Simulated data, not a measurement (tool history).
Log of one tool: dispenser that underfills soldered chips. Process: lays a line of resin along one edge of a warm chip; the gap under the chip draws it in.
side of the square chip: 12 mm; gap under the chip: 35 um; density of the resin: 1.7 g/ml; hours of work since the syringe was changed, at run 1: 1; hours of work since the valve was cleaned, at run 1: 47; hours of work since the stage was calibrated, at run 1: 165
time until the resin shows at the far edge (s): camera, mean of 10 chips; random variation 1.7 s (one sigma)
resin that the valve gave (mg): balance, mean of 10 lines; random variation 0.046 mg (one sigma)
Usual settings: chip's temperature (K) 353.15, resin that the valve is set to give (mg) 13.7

run	hour	chip's temperature (K)	resin that the valve is set to give (mg)	hours of work since the syringe was changed	hours of work since the valve was cleaned	hours of work since the stage was calibrated	time until the resin shows at the far edge (s)	resin that the valve gave (mg)
1	0	353.15	13.7	1	47	165	182.4	13.19
2	8.8	362.15	13.7	6	52	171	145.1	13.14
# hour 13.8: new syringe of resin
3	15.5	353.15	13.7	1	56	174	174.9	13.19
4	22.7	358.15	13.7	5	60	179	163.7	13.05
# hour 28.9: new syringe of resin
5	28.9	358.15	13.7	0	64	182	138.4	13.02
6	36.1	358.15	13.7	4	68	187	161.2	13.04
# hour 44.1: new syringe of resin
7	46.8	358.15	13.7	2	74	193	145.7	12.96
# hour 50: dispensing valve cleaned and set on the balance
8	55.2	353.15	14	6	3	197	220.5	14.06
# hour 60.6: new syringe of resin
9	64.3	353.15	14	2	8	203	189	13.87
10	74	353.15	15.2	8	14	209	234	15.17
# hour 75.7: new syringe of resin
11	82.7	353.15	15.2	4	19	214	200.7	15.04
# hour 90.8: new syringe of resin
12	91.9	353.15	11.7	1	25	219	181.2	11.53
13	96.6	353.15	11.7	4	28	222	199.9	11.44
14	103.8	353.15	15	8	32	226	229.3	14.74
# hour 105.8: new syringe of resin
15	111.9	353.15	15	4	37	231	201	14.66
# hour 121.5: new syringe of resin
16	122.2	353.15	15	0	43	237	176	14.67
17	127.1	353.15	15	3	46	240	197.1	14.6
18	135.4	353.15	11.9	8	51	245	243.9	11.56
# hour 136.6: new syringe of resin
19	140.8	357.15	15.1	3	54	248	157.9	14.6
20	150	357.15	15.1	8	59	253	191.8	14.48
# hour 152: new syringe of resin
21	158.2	346.15	16.7	4	64	258	283.6	16.02
22	166.1	347.15	13.3	9	69	263	332.3	12.73
# hour 167.4: new syringe of resin
23	170.9	358.15	13.3	2	71	266	148.9	12.74

The next listed run, before its measurement:
# hour 179.1: dispensing valve cleaned and set on the balance
24	181.8	358.15	13.3	8	2	272	?	?

Run 24 gave time until the resin shows at the far edge (s) 185.2, resin that the valve gave (mg) 13.23.
Without the tool's hidden state the same run would have given time until the resin shows at the far edge (s) 134.9, resin that the valve gave (mg) 13.25.
